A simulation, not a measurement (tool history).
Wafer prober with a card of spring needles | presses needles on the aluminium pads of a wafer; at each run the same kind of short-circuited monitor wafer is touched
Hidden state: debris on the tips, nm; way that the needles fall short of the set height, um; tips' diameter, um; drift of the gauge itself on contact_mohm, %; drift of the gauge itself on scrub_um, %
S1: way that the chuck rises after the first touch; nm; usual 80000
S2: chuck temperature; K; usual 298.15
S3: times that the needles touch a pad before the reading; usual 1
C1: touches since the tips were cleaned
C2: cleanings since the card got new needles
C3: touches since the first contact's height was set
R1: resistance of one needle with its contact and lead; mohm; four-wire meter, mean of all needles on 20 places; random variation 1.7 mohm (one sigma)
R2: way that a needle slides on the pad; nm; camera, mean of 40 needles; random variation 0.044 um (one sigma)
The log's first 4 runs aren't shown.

| run | hour | S1 | S2 | S3 | C1 | C2 | C3 | R1 | R2 |
|---|---|---|---|---|---|---|---|---|---|
|  | 31.1 | tips cleaned on abrasive film |
| 5 | 34.6 | 80000 | 298.15 | 2 | 1851 | 45 | 40888 | 187 | 14160 |
|  | 39.5 | tips cleaned on abrasive film |
| 6 | 43.5 | 80000 | 298.15 | 2 | 2153 | 46 | 45538 | 192 | 14190 |
|  | 47.9 | tips cleaned on abrasive film |
| 7 | 54.3 | 80000 | 298.15 | 3 | 3405 | 47 | 51191 | 184 | 14150 |
|  | 56.7 | tips cleaned on abrasive film |
| 8 | 61.6 | 96000 | 298.15 | 1 | 2581 | 48 | 54990 | 200 | 17020 |
|  | 65.0 | tips cleaned on abrasive film |
|  | 73.6 | tips cleaned on abrasive film |
| 9 | 74.2 | 96000 | 298.15 | 1 | 293 | 50 | 61544 | 172 | 16900 |
|  | 82.4 | tips cleaned on abrasive film |
| 10 | 88.0 | 80000 | 298.15 | 1 | 2962 | 51 | 68808 | 219 | 14100 |
|  | 91.2 | tips cleaned on abrasive film |
| 11 | 98.4 | 80000 | 298.15 | 1 | 3822 | 52 | 74268 | 230 | 14100 |
|  | 99.5 | tips cleaned on abrasive film |
|  | 108.2 | tips cleaned on abrasive film |
| 12 | 110.9 | 80000 | 298.15 | 1 | 1452 | 54 | 80767 | 200 | 13990 |
|  | 116.6 | tips cleaned on abrasive film |
|  | 125.2 | tips cleaned on abrasive film |
| 13 | 125.5 | 80000 | 298.15 | 1 | 146 | 56 | 88381 | 175 | 13920 |
| 14 | 132.7 | 78000 | 298.15 | 1 | 3981 | 56 | 92216 | 240 | 13580 |
|  | 134.0 | tips cleaned on abrasive film |
| 15 | 139.4 | 78000 | 309.15 | 1 | 2853 | 57 | 95673 | 223 | 13650 |

The next listed run, before its measurement:
|  | 142.9 | tips cleaned on abrasive film |
|  | 151.1 | tips cleaned on abrasive film |
| 16 | 154.4 | 80000 | 298.15 | 1 | 1733 | 59 | 103507 | ? | ? |

{"run 16": {"R1": 200, "R2": 13920}}
Without the tool's hidden state the same run would have given R1 162 mohm, R2 14190 nm.

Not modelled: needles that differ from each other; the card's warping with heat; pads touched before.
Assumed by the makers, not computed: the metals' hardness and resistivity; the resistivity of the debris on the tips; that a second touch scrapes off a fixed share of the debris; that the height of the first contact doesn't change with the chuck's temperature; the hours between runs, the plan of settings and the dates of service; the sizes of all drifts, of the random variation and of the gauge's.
